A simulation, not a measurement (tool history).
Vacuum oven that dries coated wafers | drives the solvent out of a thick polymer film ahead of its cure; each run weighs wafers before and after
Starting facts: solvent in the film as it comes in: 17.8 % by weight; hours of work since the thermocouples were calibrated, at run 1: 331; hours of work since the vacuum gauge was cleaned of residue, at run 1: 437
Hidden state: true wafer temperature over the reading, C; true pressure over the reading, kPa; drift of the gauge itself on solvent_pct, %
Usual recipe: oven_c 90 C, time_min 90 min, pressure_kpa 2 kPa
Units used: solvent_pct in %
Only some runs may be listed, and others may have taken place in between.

run,hour,oven_c,time_min,pressure_kpa,hours of work since the thermocouples were calibrated,hours of work since the vacuum gauge was cleaned of residue,solvent_pct
1,0,90,90,2,331,437,2.42
2,23.9,90,90,2,344,450,2.45
3,55.8,90,90,2,362,468,2.39
4,75.5,90,90,2,373,479,2.29
5,99.5,90,90,4.28,386,492,4.46
6,132.6,90,90,4.28,405,511,4.46
7,159,90,90,2.67,419,526,3.04
8,184.3,90,90,2.67,433,540,3.14
9,211.8,90,90,2,449,555,2.49
10,227,90,90,4.84,457,563,5.02
11,254.7,90,90,4.84,473,579,5.08
12,273,90,90,4.84,483,589,4.93
13,301.8,90,90,4.84,499,605,5.1
14,333.7,90,90,4.84,517,623,5.18
15,356.8,90,90,4.84,530,636,5.2
16,380,90,90,4.84,543,649,5.02
17,414.1,90,90,4.84,562,668,5.04
18,436.6,90,90,4.84,574,680,4.92
19,456.6,90,90,4.84,585,692,5.16
20,484.2,90,90,2.43,601,707,2.93
21,516.5,90,90,2,619,725,2.58
22,539,90,90,2,631,738,2.59
23,568.3,90,90,2,648,754,2.53
24,594.6,90,90,2,662,768,2.72
25,621.6,90,90,2,677,784,2.6
26,639.1,75,70,1.5,687,793,6.34
27,671.3,75,70,1.5,705,811,6.4
28,687.6,75,70,1.5,714,820,6.52
29,720.2,75,70,1.5,732,839,6.49
30,744.2,75,70,1.5,746,852,6.54
31,769.5,80,90,2,760,866,4.73
32,796.6,90,90,4.12,775,881,4.49
33,811.1,85,47,1.42,783,889,5.27
34,829.5,85,138,1.42,793,900,2.12
35,858,91,138,3.56,809,915,3.45
36,881.8,90,117,4.67,822,929,4.77
37,896.7,90,117,4.67,831,937,4.83
38,928.7,90,74,1.11,849,955,2.19
39,944.7,101,48,1.11,857,964,1.55
40,964.7,101,48,1.11,869,975,1.63
41,991.5,90,45,2,884,990,4.68
42,1020.5,84,156,2,900,1006,2.93
43,1041.7,101,104,1.45,912,1018,1.09
44,1058.4,84,65,2.68,921,1027,5.65
45,1074.5,76,102,5.01,930,1036,9.69
46,1106.8,90,126,2.36,948,1054,2.64
47,1132.3,98,99,1.99,962,1068,1.63

A few steps of solvent_pct between consecutive runs. Split each: what settings, incoming material and random variation would produce without the hidden state, and what is left over for the hidden state, along with gauge scatter present in only one of the two compared results (measured, and without hidden state):
Run 42 -> 43: oven_c 84 -> 101, time_min 156 -> 104, pressure_kpa 2 -> 1.45. solvent_pct -1.84 %: hidden state -0.24, all else -1.6.
Run 43 -> 44: oven_c 101 -> 84, time_min 104 -> 65, pressure_kpa 1.45 -> 2.68. solvent_pct +4.56 %: hidden state +0.3, all else +4.26.
Run 44 -> 45: oven_c 84 -> 76, time_min 65 -> 102, pressure_kpa 2.68 -> 5.01. solvent_pct +4.04 %: hidden state +0.22, all else +3.82.
Run 45 -> 46: oven_c 76 -> 90, time_min 102 -> 126, pressure_kpa 5.01 -> 2.36. solvent_pct -7.05 %: hidden state -0.35, all else -6.7.

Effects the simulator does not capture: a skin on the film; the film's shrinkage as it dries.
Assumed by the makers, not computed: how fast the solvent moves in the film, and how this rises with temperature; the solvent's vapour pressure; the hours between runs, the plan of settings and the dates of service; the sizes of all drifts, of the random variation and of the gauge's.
